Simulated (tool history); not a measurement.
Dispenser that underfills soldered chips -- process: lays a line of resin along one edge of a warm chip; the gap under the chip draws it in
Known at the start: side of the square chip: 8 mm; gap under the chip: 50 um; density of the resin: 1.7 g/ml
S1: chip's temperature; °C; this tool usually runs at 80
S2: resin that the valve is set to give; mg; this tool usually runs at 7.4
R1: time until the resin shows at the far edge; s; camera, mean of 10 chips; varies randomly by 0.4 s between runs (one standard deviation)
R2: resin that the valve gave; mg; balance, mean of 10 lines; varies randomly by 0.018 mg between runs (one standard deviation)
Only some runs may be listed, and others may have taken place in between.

run 1 hour=0 | S1=80 S2=7.4 | R1=27.7 R2=7.16
run 2 hour=5.2 | S1=80 S2=7.88 | R1=31.9 R2=7.63
run 3 hour=9.6 | S1=80 S2=7.4 | R1=36.9 R2=7.13
run 4 hour=12.9 | S1=80 S2=7.4 | R1=40.7 R2=7.12
-- hour=13.7 new syringe of resin
run 5 hour=17.4 | S1=80 S2=7.4 | R1=30 R2=7.14
run 6 hour=21.9 | S1=80 S2=7.4 | R1=35 R2=7.11
run 7 hour=26.1 | S1=80 S2=7.4 | R1=40.3 R2=7.1
-- hour=28 new syringe of resin
run 8 hour=29.6 | S1=80 S2=7.08 | R1=28.4 R2=6.83
run 9 hour=32.1 | S1=79 S2=7.4 | R1=31.4 R2=7.11
run 10 hour=36.2 | S1=79 S2=7.4 | R1=36.1 R2=7.08
run 11 hour=40.1 | S1=79 S2=7.4 | R1=40.7 R2=7.06
-- hour=42.4 new syringe of resin
run 12 hour=42.7 | S1=79 S2=7.4 | R1=28.2 R2=7.03
run 13 hour=45.2 | S1=79 S2=7.4 | R1=31 R2=7.08
run 14 hour=48.6 | S1=79 S2=7.4 | R1=34 R2=7.03
run 15 hour=52.6 | S1=79 S2=7.4 | R1=37.9 R2=7.03
-- hour=56.4 new syringe of resin
run 16 hour=58 | S1=80 S2=7.4 | R1=28.2 R2=7.02
run 17 hour=63.4 | S1=80 S2=7.4 | R1=33.6 R2=7
run 18 hour=66.5 | S1=80 S2=8.22 | R1=36.2 R2=7.77
run 19 hour=69.8 | S1=80 S2=8.22 | R1=41.2 R2=7.78
-- hour=70.5 new syringe of resin
run 20 hour=72.5 | S1=70 S2=7.64 | R1=40.1 R2=7.2
run 21 hour=77.2 | S1=70 S2=7.64 | R1=48 R2=7.26
-- hour=80.2 dispensing valve cleaned and set on the balance
run 22 hour=83.2 | S1=94 S2=7.4 | R1=25.8 R2=7.37
-- hour=85.6 new syringe of resin
run 23 hour=85.9 | S1=67 S2=6.96 | R1=43.2 R2=6.93
run 24 hour=88.6 | S1=94 S2=7.4 | R1=19.6 R2=7.38
run 25 hour=91.3 | S1=75 S2=9.07 | R1=36.6 R2=9.05
run 26 hour=96.1 | S1=78 S2=7.94 | R1=40.4 R2=7.92
run 27 hour=98.6 | S1=78 S2=7.86 | R1=44.1 R2=7.85
-- hour=99.7 new syringe of resin
run 28 hour=103.1 | S1=93 S2=8.84 | R1=19.1 R2=8.77
run 29 hour=105.8 | S1=80 S2=6.39 | R1=33.3 R2=6.34
run 30 hour=110.1 | S1=80 S2=6.39 | R1=39.3 R2=6.36
-- hour=113.8 new syringe of resin
run 31 hour=114 | S1=80 S2=6.39 | R1=28.5 R2=6.36
run 32 hour=117.2 | S1=81 S2=8.97 | R1=29.3 R2=8.85
run 33 hour=119.8 | S1=81 S2=6.37 | R1=33.7 R2=6.31
run 34 hour=123.5 | S1=68 S2=6.66 | R1=56.9 R2=6.59
run 35 hour=127.4 | S1=68 S2=6.66 | R1=64.9 R2=6.6
-- hour=128.1 new syringe of resin
run 36 hour=132.9 | S1=84 S2=9.05 | R1=27.4 R2=8.91

The logged runs with the hidden state left out (each run's random variation unchanged):
Unlogged tool condition in this case: resin's viscosity, % of fresh resin's; dose that the valve gives, % of what is set; true chip temperature over the reading, C; drift of the gauge itself on fill_s, %; drift of the gauge itself on given_mg, %.
run=1 R1=26.7 R2=7.41
run=2 R1=26 R2=7.91
run=3 R1=26.2 R2=7.39
run=4 R1=26 R2=7.39
run=5 R1=26.1 R2=7.42
run=6 R1=26.4 R2=7.4
run=7 R1=26.8 R2=7.41
run=8 R1=26.4 R2=7.12
run=9 R1=27 R2=7.42
run=10 R1=27.2 R2=7.4
run=11 R1=27.2 R2=7.39
run=12 R1=27.4 R2=7.37
run=13 R1=27.8 R2=7.42
run=14 R1=27.3 R2=7.38
run=15 R1=26.8 R2=7.39
run=16 R1=26.4 R2=7.39
run=17 R1=26.5 R2=7.37
run=18 R1=26 R2=8.2
run=19 R1=26.7 R2=8.22
run=20 R1=36.3 R2=7.61
run=21 R1=37.5 R2=7.69
run=22 R1=17.7 R2=7.38
run=23 R1=41.5 R2=6.94
run=24 R1=17.3 R2=7.4
run=25 R1=29.8 R2=9.08
run=26 R1=28.1 R2=7.96
run=27 R1=28.7 R2=7.89
run=28 R1=17 R2=8.83
run=29 R1=27.1 R2=6.39
run=30 R1=28 R2=6.41
run=31 R1=27.5 R2=6.42
run=32 R1=25.7 R2=8.95
run=33 R1=27.1 R2=6.38
run=34 R1=40.8 R2=6.67
run=35 R1=41 R2=6.69
run=36 R1=23.1 R2=9.04

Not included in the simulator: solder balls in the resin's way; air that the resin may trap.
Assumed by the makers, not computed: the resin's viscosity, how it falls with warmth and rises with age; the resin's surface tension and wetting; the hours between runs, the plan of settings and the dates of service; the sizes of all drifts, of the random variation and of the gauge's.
